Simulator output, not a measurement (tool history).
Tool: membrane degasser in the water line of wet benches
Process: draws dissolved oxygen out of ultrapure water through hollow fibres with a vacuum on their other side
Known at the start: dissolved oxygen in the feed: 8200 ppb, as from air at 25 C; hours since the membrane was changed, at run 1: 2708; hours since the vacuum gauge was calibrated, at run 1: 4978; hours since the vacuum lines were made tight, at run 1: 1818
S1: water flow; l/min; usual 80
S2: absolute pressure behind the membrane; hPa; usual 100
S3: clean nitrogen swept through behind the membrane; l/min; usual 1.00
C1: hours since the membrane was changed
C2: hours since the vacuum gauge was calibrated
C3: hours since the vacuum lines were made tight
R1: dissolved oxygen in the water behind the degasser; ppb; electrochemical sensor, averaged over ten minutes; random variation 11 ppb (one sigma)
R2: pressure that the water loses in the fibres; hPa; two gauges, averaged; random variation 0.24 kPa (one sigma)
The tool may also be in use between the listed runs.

run 1 hour=0.0 | S1=80 S2=100 S3=1.00 | C1=2708 C2=4978 C3=1818 | R1=1056.0 R2=640.1
run 2 hour=194.0 | S1=80 S2=100 S3=1.00 | C1=2902 C2=5172 C3=2012 | R1=1060.3 R2=641.4
run 3 hour=371.9 | S1=55 S2=100 S3=1.00 | C1=3079 C2=5349 C3=2190 | R1=739.1 R2=438.7
run 4 hour=511.2 | S1=55 S2=100 S3=1.00 | C1=3219 C2=5489 C3=2330 | R1=739.7 R2=438.8
run 5 hour=700.6 | S1=108 S2=100 S3=1.00 | C1=3408 C2=5678 C3=2519 | R1=1423.8 R2=861.2
run 6 hour=890.5 | S1=80 S2=100 S3=1.12 | C1=3598 C2=5868 C3=2709 | R1=998.8 R2=642.2
run 7 hour=1161.6 | S1=56 S2=100 S3=1.00 | C1=3869 C2=6139 C3=2980 | R1=747.1 R2=443.5
run 8 hour=1425.5 | S1=66 S2=100 S3=1.00 | C1=4133 C2=6403 C3=3244 | R1=892.4 R2=527.0
run 9 hour=1668.4 | S1=87 S2=100 S3=1.00 | C1=4376 C2=6646 C3=3487 | R1=1162.3 R2=692.7
run 10 hour=1889.6 | S1=80 S2=227 S3=1.00 | C1=4597 C2=6867 C3=3708 | R1=2302.7 R2=635.7
run 11 hour=2010.2 | S1=60 S2=217 S3=1.00 | C1=4718 C2=6988 C3=3829 | R1=1797.0 R2=478.0
run 12 hour=2194.8 | S1=53 S2=217 S3=1.00 | C1=4902 C2=7172 C3=4013 | R1=1622.9 R2=418.7
run 13 hour=2366.6 | S1=80 S2=100 S3=1.54 | C1=5074 C2=7344 C3=4185 | R1=856.4 R2=635.1
run 14 hour=2521.7 | S1=80 S2=100 S3=1.54 | C1=5229 C2=7499 C3=4340 | R1=851.0 R2=638.1
-- hour=2649.3 vacuum gauge calibrated
run 15 hour=2700.3 | S1=52 S2=100 S3=0.86 | C1=5407 C2=51 C3=4518 | R1=781.7 R2=415.9
run 16 hour=2847.5 | S1=96 S2=80 S3=1.09 | C1=5555 C2=198 C3=4665 | R1=1007.4 R2=765.9
run 17 hour=3073.9 | S1=96 S2=80 S3=1.09 | C1=5781 C2=425 C3=4892 | R1=1008.6 R2=756.9
run 18 hour=3316.1 | S1=63 S2=64 S3=0.94 | C1=6023 C2=667 C3=5134 | R1=511.5 R2=501.7

Measured less the same run without the tool's hidden state. The same run-to-run variation is in both; the gauge's scatter may not be:
The hidden state here: membrane still open, %; true pressure behind the membrane over the reading, kPa; air that leaks in behind the membrane, l/min; drift of the gauge itself on oxygen_ppb, %; drift of the gauge itself on loss_of_pressure_kpa, %.
run=1 R2=+0.2
run=2 R2=-0.2
run=3 R2=-0.4
run=4 R2=-0.6
run=5 R2=-1.7
run=6 R2=-1.6
run=7 R2=-1.5
run=8 R2=-2.2
run=9 R2=-3.4
run=10 R2=-3.5
run=11 R2=-2.8
run=12 R2=-2.8
run=13 R2=-4.5
run=14 R2=-4.8
run=15 R2=-3.3
run=16 R2=-6.5
run=17 R2=-7.0
run=18 R2=-5.0
R1: within 0.9 ppb of the measured result in every run.
